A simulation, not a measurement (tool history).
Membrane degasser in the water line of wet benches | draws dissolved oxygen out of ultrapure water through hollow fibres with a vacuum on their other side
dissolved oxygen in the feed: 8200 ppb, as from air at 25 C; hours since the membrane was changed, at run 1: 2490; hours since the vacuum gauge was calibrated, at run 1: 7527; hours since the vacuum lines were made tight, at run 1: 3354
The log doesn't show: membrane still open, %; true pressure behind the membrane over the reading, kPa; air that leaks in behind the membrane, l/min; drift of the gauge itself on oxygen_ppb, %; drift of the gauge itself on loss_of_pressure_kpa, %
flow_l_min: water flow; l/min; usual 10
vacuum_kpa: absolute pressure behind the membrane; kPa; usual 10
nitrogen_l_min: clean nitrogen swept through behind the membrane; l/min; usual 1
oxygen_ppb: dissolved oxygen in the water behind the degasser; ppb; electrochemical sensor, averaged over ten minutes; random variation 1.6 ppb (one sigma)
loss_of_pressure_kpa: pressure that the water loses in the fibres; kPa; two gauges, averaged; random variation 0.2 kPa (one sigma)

run    hour  flow_l_min  vacuum_kpa  nitrogen_l_min  hours since the membrane was changed  hours since the vacuum gauge was calibrated  hours since the vacuum lines were made tight  oxygen_ppb  loss_of_pressure_kpa
  1       0          10          10               1                                  2490                                         7527                                          3354       171.8                 42.45
  2    34.5          10          10            0.43                                  2525                                         7562                                          3388       357.4                 42.68
  3    67.6          10          10            0.43                                  2558                                         7595                                          3421         360                 42.54
  4   136.6           6          10               1                                  2627                                         7664                                          3490       108.9                 25.43
  5   186.9           6          10               1                                  2677                                         7714                                          3541       108.5                 25.72
  6   246.4          10          10            1.22                                  2737                                         7774                                          3600       147.4                 42.51
      305.1  -- vacuum gauge calibrated
  7     317          10          10            0.44                                  2807                                           12                                          3670       333.7                 42.42
  8   383.2          10          10            0.44                                  2873                                           78                                          3736       336.3                 42.28
  9     430          10          10            0.44                                  2920                                          125                                          3783       339.1                 42.23
 10   463.4          10          10            0.44                                  2953                                          158                                          3817       340.2                 42.26
 11   512.8          10        14.1               1                                  3002                                          208                                          3866       257.9                 42.48
 12     546          10        13.3               1                                  3036                                          241                                          3899       243.4                 42.67
 13   574.7          10        13.3               1                                  3064                                          270                                          3928       240.2                 42.51
 14     605          10          10               1                                  3095                                          300                                          3958       165.4                 42.54
 15   633.8          10          10               1                                  3123                                          329                                          3987       166.9                 42.41
 16     674          10          10               1                                  3164                                          369                                          4027       166.5                 42.63
 17   732.5          10        15.6            1.37                                  3222                                          427                                          4086       219.6                 42.56
 18   791.5           7        17.9            2.35                                  3281                                          486                                          4145       111.3                 29.59
 19   858.4          13        16.9            2.67                                  3348                                          553                                          4212       165.2                  55.3
 20   889.4          13        16.9            2.67                                  3379                                          584                                          4243       168.2                 55.23
 21   959.2           7        16.9             0.6                                  3449                                          654                                          4312       366.7                 30.21
 22  1008.6           7        16.9             0.6                                  3498                                          704                                          4362       379.2                 29.76
 23  1055.9           7        17.6            0.64                                  3546                                          751                                          4409         368                 29.76
 24  1122.3           7        14.3             0.7                                  3612                                          817                                          4475       271.5                 30.16
 25  1178.4           7        14.3             0.7                                  3668                                          873                                          4532         263                 29.53
 26  1239.6          10        13.3            0.67                                  3729                                          935                                          4593       343.9                 42.44
 27  1298.3          14          16            1.69                                  3788                                          993                                          4652       258.8                 60.19
 28  1365.8          14          16            1.69                                  3855                                         1061                                          4719       255.3                 59.91
 29  1427.5          14          16            1.69                                  3917                                         1122                                          4781       259.1                 60.28
 30    1457          14          16            1.69                                  3947                                         1152                                          4810       258.7                 60.13
 31  1491.8          14          16            1.69                                  3981                                         1187                                          4845       261.6                 60.21
 32  1545.3           9          10            0.46                                  4035                                         1240                                          4898       298.5                 38.92

Forecast each of these 3 alternatives for the next run:
  A  1611.8          11         8.1               1                                  4101                                         1307                                          4965           ?                     ?
  B  1611.8          12        10.6            0.49                                  4101                                         1307                                          4965           ?                     ?
  C  1611.8           9          10             1.4                                  4101                                         1307                                          4965           ?                     ?

run  oxygen_ppb  loss_of_pressure_kpa
  A       135.5                 46.83
  B       390.1                 51.21
  C       109.5                 38.68
Without the tool's hidden state the same runs would have given:
run  oxygen_ppb  loss_of_pressure_kpa
  A         130                 45.66
  B       381.2                 49.93
  C       104.5                 37.72

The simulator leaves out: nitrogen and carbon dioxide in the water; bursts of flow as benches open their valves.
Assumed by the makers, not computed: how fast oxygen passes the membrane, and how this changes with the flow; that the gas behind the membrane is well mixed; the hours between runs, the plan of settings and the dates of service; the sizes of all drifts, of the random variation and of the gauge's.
